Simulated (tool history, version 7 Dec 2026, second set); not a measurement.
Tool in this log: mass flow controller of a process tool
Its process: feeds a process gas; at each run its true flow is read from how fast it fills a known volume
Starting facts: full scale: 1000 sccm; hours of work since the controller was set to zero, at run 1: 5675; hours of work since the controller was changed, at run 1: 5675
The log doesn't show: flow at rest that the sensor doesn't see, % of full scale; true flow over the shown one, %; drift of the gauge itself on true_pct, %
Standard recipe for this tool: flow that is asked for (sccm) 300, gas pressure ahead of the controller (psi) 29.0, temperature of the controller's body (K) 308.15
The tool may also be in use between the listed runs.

run,hour,flow that is asked for (sccm),gas pressure ahead of the controller (psi),temperature of the controller's body (K),hours of work since the controller was set to zero,hours of work since the controller was changed,true flow (%)
1,0.0,300,29.0,308.15,5675,5675,98.55
2,472.6,530,29.0,308.15,5901,5901,99.27
3,899.4,300,29.0,308.15,6105,6105,98.64
4,1132.2,300,29.0,308.15,6216,6216,98.67
5,1429.8,300,29.0,308.15,6358,6358,98.72
6,1704.8,300,29.0,308.15,6489,6489,98.63
7,2134.7,300,29.0,308.15,6695,6695,98.68
8,2573.5,300,29.0,308.15,6904,6904,98.68
9,2842.4,300,22.5,308.15,7033,7033,98.71
10,3322.9,436,29.0,308.15,7262,7262,99.15
11,3862.5,300,29.0,310.15,7520,7520,98.98
12,4274.6,300,21.3,308.15,7717,7717,98.80
13,4561.3,300,21.3,308.15,7854,7854,98.74
14,5000.7,300,21.3,308.15,8063,8063,98.79
15,5376.5,300,21.3,308.15,8243,8243,98.81
16,5852.6,300,21.3,308.15,8470,8470,98.93
# hour 6123.1: controller's zero set anew
17,6135.3,300,21.3,308.15,6,8605,98.85
18,6649.4,300,29.0,302.15,251,8851,98.53
19,6952.8,300,29.0,302.15,396,8996,98.51
20,7340.5,111,26.0,308.15,581,9181,98.44
21,7739.0,111,24.7,296.15,772,9371,97.60
22,7980.4,506,21.9,300.15,887,9486,99.01
23,8364.5,994,31.8,295.15,1070,9670,100.35
24,8817.9,994,24.1,295.15,1287,9886,100.31
25,9217.8,773,20.5,297.15,1478,10077,99.78
26,9724.5,227,40.6,294.15,1720,10319,98.02
27,10127.8,902,40.6,295.15,1913,10512,100.30
28,10457.3,902,40.6,295.15,2070,10669,100.23
29,10913.1,193,40.6,304.15,2288,10887,98.78
30,11150.2,327,40.6,309.15,2401,11000,99.80
31,11416.6,168,40.6,307.15,2528,11127,99.00

Across each entry between runs, compare the hidden state at the last listed run before it with the hidden state at the first listed run after it:
Logged between run 16 and run 17: controller's zero set anew (hour 6123.1)
  flow at rest that the sensor doesn't see, % of full scale: -0.002 -> 0; drift of the gauge itself on true_pct, %: 0.44 -> 0.46
  difference, measured minus the result without the unlogged condition, true flow (%): +0.42 -> +0.45
